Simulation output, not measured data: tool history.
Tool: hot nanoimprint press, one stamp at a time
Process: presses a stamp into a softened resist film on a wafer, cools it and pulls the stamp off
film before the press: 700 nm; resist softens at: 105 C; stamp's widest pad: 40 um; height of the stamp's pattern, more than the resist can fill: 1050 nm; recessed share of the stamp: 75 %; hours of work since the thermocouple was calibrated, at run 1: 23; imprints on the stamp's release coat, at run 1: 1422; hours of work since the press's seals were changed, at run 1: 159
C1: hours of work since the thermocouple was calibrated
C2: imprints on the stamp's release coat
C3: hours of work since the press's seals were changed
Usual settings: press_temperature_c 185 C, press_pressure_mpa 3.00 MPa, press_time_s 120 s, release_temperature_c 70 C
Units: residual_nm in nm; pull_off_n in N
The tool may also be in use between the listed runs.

run 1 day=0.000 | press_temperature_c=185 press_pressure_mpa=3.00 press_time_s=120 release_temperature_c=70 | C1=23 C2=1422 C3=159 | residual_nm=373.1 pull_off_n=230
run 2 day=0.675 | press_temperature_c=185 press_pressure_mpa=3.00 press_time_s=120 release_temperature_c=70 | C1=30 C2=1462 C3=166 | residual_nm=377.4 pull_off_n=241
run 3 day=1.421 | press_temperature_c=185 press_pressure_mpa=3.00 press_time_s=120 release_temperature_c=70 | C1=38 C2=1506 C3=175 | residual_nm=375.7 pull_off_n=244
-- day=2.142 stamp cleaned and given a new release coat
run 4 day=2.433 | press_temperature_c=185 press_pressure_mpa=3.00 press_time_s=120 release_temperature_c=70 | C1=47 C2=17 C3=183 | residual_nm=378.3 pull_off_n=148
run 5 day=3.312 | press_temperature_c=185 press_pressure_mpa=3.00 press_time_s=120 release_temperature_c=70 | C1=57 C2=68 C3=193 | residual_nm=375.5 pull_off_n=153
run 6 day=4.700 | press_temperature_c=185 press_pressure_mpa=3.00 press_time_s=120 release_temperature_c=70 | C1=72 C2=150 C3=208 | residual_nm=378.1 pull_off_n=162
run 7 day=5.988 | press_temperature_c=185 press_pressure_mpa=3.00 press_time_s=120 release_temperature_c=70 | C1=86 C2=226 C3=222 | residual_nm=379.4 pull_off_n=168
run 8 day=6.800 | press_temperature_c=185 press_pressure_mpa=3.00 press_time_s=120 release_temperature_c=70 | C1=95 C2=274 C3=231 | residual_nm=378.2 pull_off_n=169
run 9 day=7.450 | press_temperature_c=185 press_pressure_mpa=3.00 press_time_s=120 release_temperature_c=70 | C1=102 C2=312 C3=239 | residual_nm=377.6 pull_off_n=174
run 10 day=8.071 | press_temperature_c=185 press_pressure_mpa=3.00 press_time_s=120 release_temperature_c=70 | C1=109 C2=349 C3=246 | residual_nm=380.2 pull_off_n=166
run 11 day=9.317 | press_temperature_c=185 press_pressure_mpa=3.00 press_time_s=120 release_temperature_c=70 | C1=123 C2=422 C3=259 | residual_nm=378.7 pull_off_n=177
run 12 day=9.971 | press_temperature_c=185 press_pressure_mpa=3.00 press_time_s=120 release_temperature_c=70 | C1=130 C2=461 C3=267 | residual_nm=380.4 pull_off_n=173
run 13 day=11.167 | press_temperature_c=185 press_pressure_mpa=3.00 press_time_s=150 release_temperature_c=70 | C1=144 C2=531 C3=280 | residual_nm=353.5 pull_off_n=176
run 14 day=12.017 | press_temperature_c=193 press_pressure_mpa=4.76 press_time_s=178 release_temperature_c=60 | C1=153 C2=581 C3=289 | residual_nm=205.7 pull_off_n=205
run 15 day=12.933 | press_temperature_c=193 press_pressure_mpa=4.76 press_time_s=178 release_temperature_c=60 | C1=163 C2=635 C3=299 | residual_nm=204.6 pull_off_n=208

Forecast run 16:
run 16 day=13.583 | press_temperature_c=190 press_pressure_mpa=3.00 press_time_s=76 release_temperature_c=70 | C1=170 C2=673 C3=307 | residual_nm=? pull_off_n=?

{"run 16": {"residual_nm": 385.9, "pull_off_n": 192}}
Without the tool's hidden state the same run would have given residual_nm 374.1 nm, pull_off_n 152 N.
